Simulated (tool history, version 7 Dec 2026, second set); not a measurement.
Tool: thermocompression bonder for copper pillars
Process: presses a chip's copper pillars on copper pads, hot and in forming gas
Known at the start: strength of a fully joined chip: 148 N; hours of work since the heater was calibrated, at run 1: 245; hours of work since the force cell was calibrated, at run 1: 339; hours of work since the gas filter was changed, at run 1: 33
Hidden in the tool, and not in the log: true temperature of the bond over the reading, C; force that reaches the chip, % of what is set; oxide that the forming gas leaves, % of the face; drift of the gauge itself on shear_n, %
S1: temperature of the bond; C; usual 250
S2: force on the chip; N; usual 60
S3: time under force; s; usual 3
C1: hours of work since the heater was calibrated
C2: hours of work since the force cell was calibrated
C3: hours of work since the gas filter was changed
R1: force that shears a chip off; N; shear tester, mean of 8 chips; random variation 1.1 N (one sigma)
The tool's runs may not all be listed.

run   hour   S1  S2  S3   C1   C2   C3     R1
  1    0.0  250  60   3  245  339   33   92.0
  2   39.2  250  60   3  261  356   50   90.1
  3  104.2  250  60   3  289  383   77   90.7
  4  146.5  250  60   3  307  401   95   90.5
  5  206.8  250  60   3  332  426  120   88.4
  6  262.8  250  60   3  355  450  144   88.2
  7  326.2  250  60   3  382  476  171   86.5
  8  386.5  250  60   3  408  502  196   87.5
     421.9  -- forming gas filter changed
  9  461.6  271  38   3  439  533   17   75.2
 10  531.6  271  38   3  468  562   46   75.6
 11  611.7  257  60   2  502  596   80   84.0
 12  660.2  257  52   8  522  616  100  107.5
 13  711.6  221  60   5  544  638  122   63.6
 14  771.8  228  63   2  569  663  147   54.4
 15  840.7  252  60   6  598  692  176  105.7

4 ways to go on from here, each from the tool as it stands after run 15. What would each give?
     925.2  -- forming gas filter changed
  A  927.5  228  79   2  635  729   1   ?
     925.2  -- forming gas filter changed
  B  927.5  238  60   3  635  729   1   ?
     925.2  -- forming gas filter changed
  C  927.5  278  60   3  635  729   1   ?
     925.2  -- forming gas filter changed
  D  927.5  269  39   3  635  729   1   ?

run     R1
  A   68.1
  B   71.4
  C  114.7
  D   73.8
Without the tool's hidden state the same runs would have given:
run     R1
  A   78.7
  B   82.0
  C  123.0
  D   83.5

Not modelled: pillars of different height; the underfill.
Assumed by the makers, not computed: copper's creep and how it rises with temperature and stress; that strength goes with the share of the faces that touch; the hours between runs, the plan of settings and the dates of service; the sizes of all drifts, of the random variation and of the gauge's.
